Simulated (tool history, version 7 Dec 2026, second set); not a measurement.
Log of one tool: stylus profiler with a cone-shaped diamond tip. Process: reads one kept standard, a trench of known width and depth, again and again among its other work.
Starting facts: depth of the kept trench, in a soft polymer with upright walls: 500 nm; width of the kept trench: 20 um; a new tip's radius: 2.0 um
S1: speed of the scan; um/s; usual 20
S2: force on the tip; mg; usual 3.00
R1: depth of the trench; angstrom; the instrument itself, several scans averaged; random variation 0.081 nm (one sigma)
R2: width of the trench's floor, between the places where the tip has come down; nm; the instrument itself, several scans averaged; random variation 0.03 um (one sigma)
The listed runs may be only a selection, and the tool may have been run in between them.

run	hour	S1	S2	R1	R2
1	0.0	20	3.00	5050.9	16740
2	35.8	20	3.00	5051.2	16750
3	69.0	16	3.00	5051.4	16760
4	98.8	50	3.00	5049.1	16580
5	134.3	74	3.00	5049.2	16480
6	157.0	7	3.00	5049.1	16760
7	174.6	7	3.00	5049.6	16740
8	198.4	18	3.00	5050.2	16690
9	232.5	14	3.00	5048.4	16720
10	272.7	14	3.00	5049.0	16660
11	292.5	14	3.00	5048.6	16690
# hour 297.7: height scale calibrated on a step standard
12	325.1	14	3.00	5061.9	16680
13	362.7	20	3.00	5060.6	16650
14	395.8	20	3.00	5059.9	16660
15	423.6	50	3.00	5060.4	16550
16	456.2	50	3.00	5059.3	16520
17	480.2	6	2.21	5050.8	16690
18	516.7	6	2.21	5048.6	16650
19	539.8	5	2.45	5053.2	16700
20	561.5	56	4.74	5080.1	16540
21	588.0	15	1.59	5038.9	16570
22	624.6	25	1.02	5029.0	16520
23	647.4	25	1.02	5028.4	16460
24	686.0	16	1.11	5029.2	16550
25	713.7	16	8.33	5115.9	16540
26	748.2	49	1.82	5041.5	16350
27	768.5	8	1.84	5042.2	16580
28	785.7	6	2.62	5052.1	16610
29	811.3	6	2.62	5052.4	16600

Branching from run 29: 5 alternative next runs. What would each branch give?
A	834.1	58	2.64	?	?
B	834.1	11	3.21	?	?
C	834.1	69	1.34	?	?
D	834.1	25	3.50	?	?
E	834.1	20	3.09	?	?

run	R1	R2
A	5052.8	16350
B	5059.1	16490
C	5034.0	16260
D	5064.5	16550
E	5059.9	16530
What these runs would have given with no unlogged condition in the tool:
run	R1	R2
A	5054.8	17110
B	5061.0	17250
C	5036.0	17020
D	5066.4	17320
E	5061.8	17290
